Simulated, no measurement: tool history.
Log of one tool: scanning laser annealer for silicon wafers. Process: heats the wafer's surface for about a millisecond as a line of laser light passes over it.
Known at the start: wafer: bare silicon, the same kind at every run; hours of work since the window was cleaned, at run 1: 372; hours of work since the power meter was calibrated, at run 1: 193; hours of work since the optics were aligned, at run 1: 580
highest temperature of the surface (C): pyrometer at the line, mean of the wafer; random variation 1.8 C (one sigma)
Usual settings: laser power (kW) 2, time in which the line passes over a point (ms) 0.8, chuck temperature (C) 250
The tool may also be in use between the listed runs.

| run | day | laser power (kW) | time in which the line passes over a point (ms) | chuck temperature (C) | hours of work since the window was cleaned | hours of work since the power meter was calibrated | hours of work since the optics were aligned | highest temperature of the surface (C) |
|---|---|---|---|---|---|---|---|---|
| 1 | 0 | 2 | 0.8 | 250 | 372 | 193 | 580 | 1007 |
|  | 0.162 | window over the wafer cleaned |
| 2 | 0.262 | 2 | 0.741 | 250 | 1 | 195 | 583 | 963 |
| 3 | 0.521 | 2 | 0.741 | 278 | 5 | 199 | 586 | 995 |
| 4 | 0.879 | 2 | 0.733 | 278 | 10 | 204 | 591 | 988 |
| 5 | 1.046 | 2 | 0.733 | 278 | 12 | 206 | 593 | 986 |
| 6 | 1.208 | 2 | 0.733 | 278 | 14 | 208 | 596 | 987 |
| 7 | 1.367 | 2 | 0.733 | 278 | 16 | 210 | 598 | 985 |
| 8 | 1.696 | 2 | 0.733 | 278 | 21 | 215 | 602 | 987 |
| 9 | 1.988 | 2 | 0.733 | 278 | 25 | 219 | 606 | 988 |
|  | 2.171 | window over the wafer cleaned, once more |
| 10 | 2.292 | 2 | 0.733 | 278 | 2 | 222 | 609 | 1014 |
| 11 | 2.596 | 2 | 0.8 | 250 | 6 | 226 | 613 | 1024 |
| 12 | 2.758 | 2 | 0.922 | 250 | 8 | 228 | 615 | 1084 |
| 13 | 2.942 | 2 | 0.922 | 250 | 10 | 230 | 618 | 1087 |
| 14 | 3.312 | 2 | 0.922 | 250 | 15 | 235 | 623 | 1082 |
| 15 | 3.479 | 2 | 0.8 | 224 | 18 | 238 | 625 | 997 |
| 16 | 3.833 | 2 | 0.8 | 240 | 22 | 243 | 630 | 1014 |
| 17 | 4.212 | 1.805 | 0.81 | 280 | 28 | 248 | 635 | 981 |
| 18 | 4.446 | 1.903 | 0.672 | 247 | 31 | 251 | 638 | 918 |
| 19 | 4.817 | 1.903 | 0.672 | 247 | 36 | 256 | 643 | 920 |
| 20 | 5.054 | 1.781 | 0.618 | 222 | 39 | 259 | 646 | 826 |
| 21 | 5.254 | 1.781 | 0.835 | 279 | 42 | 262 | 649 | 987 |
| 22 | 5.417 | 1.857 | 0.8 | 250 | 44 | 264 | 651 | 971 |
| 23 | 5.638 | 1.808 | 0.811 | 255 | 47 | 267 | 654 | 960 |
| 24 | 5.904 | 1.808 | 0.811 | 255 | 50 | 270 | 658 | 959 |
| 25 | 6.129 | 1.808 | 0.811 | 255 | 53 | 273 | 661 | 960 |

3 ways to go on from here, each from the tool as it stands after run 25. What would each give?
| A | 6.308 | 1.909 | 0.8 | 276 | 56 | 276 | 663 | ? |
| B | 6.308 | 2 | 0.631 | 269 | 56 | 276 | 663 | ? |
| C | 6.308 | 1.84 | 0.732 | 250 | 56 | 276 | 663 | ? |

| run | highest temperature of the surface (C) |
|---|---|
| A | 1015 |
| B | 946 |
| C | 926 |
Without the tool's hidden state the same runs would have given:
| run | highest temperature of the surface (C) |
|---|---|
| A | 1023 |
| B | 954 |
| C | 933 |
